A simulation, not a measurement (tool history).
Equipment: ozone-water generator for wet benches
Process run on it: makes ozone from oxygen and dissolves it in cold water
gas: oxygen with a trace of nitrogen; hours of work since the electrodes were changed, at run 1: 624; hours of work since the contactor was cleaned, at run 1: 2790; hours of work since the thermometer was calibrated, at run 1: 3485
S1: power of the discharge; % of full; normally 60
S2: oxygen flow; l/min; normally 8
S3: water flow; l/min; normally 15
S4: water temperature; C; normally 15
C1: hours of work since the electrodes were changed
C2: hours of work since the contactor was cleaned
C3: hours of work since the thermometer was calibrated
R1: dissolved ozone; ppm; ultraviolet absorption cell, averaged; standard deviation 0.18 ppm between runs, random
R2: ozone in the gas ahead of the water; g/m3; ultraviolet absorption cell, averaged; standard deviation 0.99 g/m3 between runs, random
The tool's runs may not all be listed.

| run | hour | S1 | S2 | S3 | S4 | C1 | C2 | C3 | R1 | R2 |
|---|---|---|---|---|---|---|---|---|---|---|
| 1 | 0 | 60 | 8 | 15 | 15 | 624 | 2790 | 3485 | 23.9 | 172.3 |
| 2 | 35.9 | 60 | 7.25 | 15 | 15 | 651 | 2817 | 3512 | 24.6 | 180.5 |
| 3 | 94 | 60 | 7.25 | 15 | 15 | 695 | 2860 | 3556 | 24.6 | 181.8 |
| 4 | 153.5 | 60 | 8 | 15 | 15 | 739 | 2905 | 3600 | 24 | 172.1 |
| 5 | 208.3 | 60 | 8 | 15 | 15 | 780 | 2946 | 3641 | 24.2 | 170.1 |
| 6 | 251.2 | 60 | 8 | 15 | 19 | 812 | 2978 | 3673 | 22.4 | 172.7 |
| 7 | 278.8 | 60 | 8 | 21 | 15 | 833 | 2998 | 3694 | 18.2 | 170.4 |
| 8 | 324.9 | 60 | 8 | 21 | 15 | 867 | 3033 | 3728 | 18.2 | 170 |
| 9 | 368.7 | 60 | 8 | 21 | 15 | 900 | 3065 | 3761 | 17.8 | 169.8 |
| 10 | 421.8 | 60 | 8 | 15 | 20 | 940 | 3105 | 3801 | 21.4 | 170.3 |
| 11 | 453.3 | 60 | 8 | 15 | 20 | 963 | 3129 | 3824 | 21.6 | 170.9 |
| 12 | 492.7 | 60 | 8 | 15 | 20 | 993 | 3158 | 3854 | 21.9 | 172.6 |
| 13 | 552.2 | 60 | 8 | 15 | 15 | 1037 | 3203 | 3898 | 23.9 | 170.8 |
|  | 591.3 | water thermometer calibrated |
| 14 | 609.4 | 60 | 8 | 15 | 15 | 1080 | 3245 | 14 | 24.2 | 169.4 |
| 15 | 646.8 | 60 | 8 | 15 | 15 | 1107 | 3273 | 41 | 24.1 | 169.3 |
| 16 | 699.9 | 60 | 8 | 15 | 15 | 1147 | 3313 | 81 | 24.1 | 171.8 |
| 17 | 729.3 | 60 | 8 | 15 | 15 | 1169 | 3335 | 103 | 23.8 | 170.6 |
| 18 | 775 | 60 | 8 | 15 | 15 | 1203 | 3369 | 137 | 24 | 170.8 |
| 19 | 806 | 46 | 10.76 | 12 | 13 | 1227 | 3392 | 160 | 23.4 | 122.2 |
| 20 | 861.8 | 64 | 8 | 21 | 13 | 1268 | 3434 | 202 | 19.5 | 175.2 |
| 21 | 907.3 | 64 | 8 | 21 | 13 | 1302 | 3468 | 236 | 19.3 | 176 |
| 22 | 943.1 | 79 | 8 | 16 | 10 | 1329 | 3494 | 263 | 29.3 | 197.3 |
| 23 | 993.1 | 79 | 8 | 16 | 10 | 1366 | 3532 | 300 | 29.2 | 198 |
| 24 | 1037 | 100 | 8 | 16 | 15 | 1399 | 3565 | 333 | 30.2 | 227.6 |
| 25 | 1065.6 | 84 | 6.61 | 10 | 15 | 1421 | 3586 | 355 | 40.3 | 230.3 |
| 26 | 1107.3 | 56 | 6.61 | 12 | 15 | 1452 | 3617 | 386 | 28.5 | 187.3 |
| 27 | 1153.5 | 60 | 7.13 | 15 | 11 | 1486 | 3652 | 420 | 26.5 | 183.8 |
| 28 | 1202.8 | 52 | 8 | 15 | 15 | 1523 | 3688 | 457 | 21.9 | 157.9 |
| 29 | 1228.2 | 60 | 8.73 | 10 | 15 | 1542 | 3707 | 476 | 30.9 | 162.2 |
| 30 | 1257.3 | 60 | 6.59 | 21 | 15 | 1564 | 3729 | 498 | 18.5 | 192.9 |
| 31 | 1282 | 60 | 6.59 | 21 | 15 | 1582 | 3748 | 516 | 18.8 | 193.4 |
| 32 | 1324 | 60 | 6.59 | 21 | 15 | 1614 | 3779 | 548 | 18.7 | 191.2 |

Here are 4 independent what-if runs from the current tool condition. What would each one return?
| A | 1355.5 | 60 | 6.59 | 23 | 19 | 1637 | 3803 | 571 | ? | ? |
| B | 1355.5 | 60 | 10.86 | 14 | 15 | 1637 | 3803 | 571 | ? | ? |
| C | 1355.5 | 60 | 6.91 | 19 | 15 | 1637 | 3803 | 571 | ? | ? |
| D | 1355.5 | 52 | 12.22 | 21 | 8 | 1637 | 3803 | 571 | ? | ? |

| run | R1 | R2 |
|---|---|---|
| A | 16 | 193 |
| B | 23.3 | 141.7 |
| C | 20 | 188.2 |
| D | 17.8 | 121.3 |
With no hidden state in the tool, these same runs would have given:
| run | R1 | R2 |
|---|---|---|
| A | 16 | 193.1 |
| B | 23.4 | 141.8 |
| C | 20 | 188.3 |
| D | 17.9 | 121.4 |

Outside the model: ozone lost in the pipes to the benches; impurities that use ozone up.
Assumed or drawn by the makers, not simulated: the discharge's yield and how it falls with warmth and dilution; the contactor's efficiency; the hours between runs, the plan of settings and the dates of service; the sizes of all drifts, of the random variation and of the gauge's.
